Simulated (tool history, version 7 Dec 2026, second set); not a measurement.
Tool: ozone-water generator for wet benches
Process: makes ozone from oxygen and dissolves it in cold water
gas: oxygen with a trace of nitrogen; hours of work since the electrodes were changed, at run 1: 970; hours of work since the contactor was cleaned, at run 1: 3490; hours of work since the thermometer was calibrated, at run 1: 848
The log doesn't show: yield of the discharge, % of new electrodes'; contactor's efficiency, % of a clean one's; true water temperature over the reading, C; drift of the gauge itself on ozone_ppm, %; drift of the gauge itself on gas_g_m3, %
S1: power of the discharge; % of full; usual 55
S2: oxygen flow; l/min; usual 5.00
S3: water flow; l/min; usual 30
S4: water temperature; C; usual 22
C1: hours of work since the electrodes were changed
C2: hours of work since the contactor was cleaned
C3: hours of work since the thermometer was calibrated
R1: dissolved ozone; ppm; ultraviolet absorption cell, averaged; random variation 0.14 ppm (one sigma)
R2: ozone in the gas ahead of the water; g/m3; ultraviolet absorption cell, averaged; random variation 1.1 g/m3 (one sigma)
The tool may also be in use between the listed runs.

| run | hour | S1 | S2 | S3 | S4 | C1 | C2 | C3 | R1 | R2 |
|---|---|---|---|---|---|---|---|---|---|---|
| 1 | 0.0 | 55 | 5.00 | 30 | 22 | 970 | 3490 | 848 | 14.5 | 199.2 |
| 2 | 53.0 | 55 | 5.00 | 30 | 22 | 1015 | 3534 | 892 | 14.7 | 198.4 |
| 3 | 120.6 | 55 | 5.00 | 30 | 22 | 1071 | 3591 | 949 | 14.5 | 198.3 |
| 4 | 165.9 | 55 | 7.04 | 30 | 22 | 1109 | 3629 | 986 | 14.2 | 159.1 |
| 5 | 249.4 | 55 | 7.04 | 30 | 22 | 1178 | 3698 | 1056 | 14.1 | 158.0 |
| 6 | 306.2 | 55 | 6.48 | 30 | 22 | 1226 | 3746 | 1103 | 14.5 | 166.8 |
| 7 | 380.2 | 55 | 6.48 | 30 | 22 | 1287 | 3807 | 1165 | 14.5 | 168.9 |
|  | 390.7 | contactor cleaned |
| 8 | 453.3 | 55 | 6.48 | 30 | 22 | 1345 | 52 | 1223 | 14.0 | 168.7 |
| 9 | 502.1 | 55 | 5.00 | 30 | 22 | 1386 | 93 | 1263 | 14.3 | 197.1 |
| 10 | 549.2 | 55 | 5.00 | 30 | 15 | 1425 | 132 | 1303 | 15.5 | 194.3 |
| 11 | 625.3 | 55 | 2.72 | 30 | 22 | 1488 | 196 | 1366 | 14.0 | 296.9 |
| 12 | 692.4 | 55 | 2.72 | 30 | 22 | 1544 | 251 | 1422 | 13.8 | 293.3 |
|  | 729.7 | contactor cleaned, once more |
| 13 | 751.3 | 55 | 2.72 | 30 | 22 | 1590 | 18 | 1468 | 14.4 | 294.6 |
| 14 | 847.4 | 55 | 5.00 | 34 | 22 | 1670 | 98 | 1548 | 13.3 | 199.5 |
| 15 | 918.1 | 51 | 3.46 | 33 | 17 | 1729 | 157 | 1607 | 13.1 | 240.1 |
| 16 | 973.7 | 48 | 3.72 | 41 | 25 | 1775 | 203 | 1653 | 9.7 | 216.0 |
| 17 | 1052.0 | 55 | 5.00 | 30 | 25 | 1841 | 269 | 1718 | 14.2 | 197.1 |

Forecast each of these 3 alternatives for the next run:
| A | 1143.9 | 48 | 3.10 | 31 | 25 | 1917 | 345 | 1795 | ? | ? |
| B | 1143.9 | 55 | 5.00 | 36 | 25 | 1917 | 345 | 1795 | ? | ? |
| C | 1143.9 | 55 | 4.73 | 37 | 21 | 1917 | 345 | 1795 | ? | ? |

| run | R1 | R2 |
|---|---|---|
| A | 12.5 | 244.3 |
| B | 12.4 | 197.3 |
| C | 12.6 | 205.4 |
Without the tool's hidden state the same runs would have given:
| run | R1 | R2 |
|---|---|---|
| A | 12.9 | 249.2 |
| B | 12.8 | 201.8 |
| C | 13.0 | 210.1 |
